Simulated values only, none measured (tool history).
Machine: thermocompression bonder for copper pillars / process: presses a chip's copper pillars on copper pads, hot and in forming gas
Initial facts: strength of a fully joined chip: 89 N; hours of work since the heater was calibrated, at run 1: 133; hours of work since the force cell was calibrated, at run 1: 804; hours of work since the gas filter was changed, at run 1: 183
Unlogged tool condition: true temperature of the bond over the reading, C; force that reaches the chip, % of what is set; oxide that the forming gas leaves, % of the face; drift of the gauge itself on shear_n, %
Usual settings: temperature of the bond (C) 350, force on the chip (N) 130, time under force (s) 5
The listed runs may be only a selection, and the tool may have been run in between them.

run   hour  temperature of the bond (C)  force on the chip (N)  time under force (s)  hours of work since the heater was calibrated  hours of work since the force cell was calibrated  hours of work since the gas filter was changed  force that shears a chip off (N)
  1    0.0                          350                    130                     5                                            133                                                804                                             183                              32.2
  2   25.4                          350                    130                     5                                            147                                                818                                             197                              31.6
  3   62.0                          350                    130                     5                                            166                                                838                                             217                              32.2
  4  104.2                          376                    130                     5                                            189                                                860                                             239                              37.9
     108.5  -- forming gas filter changed
  5  133.6                          376                    130                     5                                            204                                                876                                              13                              41.6
  6  175.1                          376                    130                     5                                            226                                                898                                              36                              40.8
  7  199.8                          346                     95                     3                                            240                                                911                                              49                              19.2
  8  228.1                          346                     95                     3                                            255                                                926                                              64                              18.7
  9  273.0                          364                    148                     5                                            279                                                950                                              88                              43.5
 10  314.2                          338                     81                     6                                            301                                                972                                             110                              18.8
 11  359.9                          338                     81                     6                                            325                                                997                                             134                              18.8
 12  387.3                          350                    184                    13                                            340                                               1011                                             149                              61.8

Below are 5 alternative next runs, each starting from the tool's condition after run 12. Predict each:
  A  411.1                          330                     81                     9                                            353                                               1024                                             162                                 ?
  B  411.1                          331                    142                    13                                            353                                               1024                                             162                                 ?
  C  411.1                          350                     83                    12                                            353                                               1024                                             162                                 ?
  D  411.1                          350                    189                    13                                            353                                               1024                                             162                                 ?
  E  411.1                          377                    184                     8                                            353                                               1024                                             162                                 ?

run  force that shears a chip off (N)
  A                              20.5
  B                              44.5
  C                              27.9
  D                              62.6
  E                              61.7
With no hidden state in the tool, these same runs would have given:
run  force that shears a chip off (N)
  A                              20.5
  B                              45.3
  C                              28.0
  D                              64.8
  E                              63.8
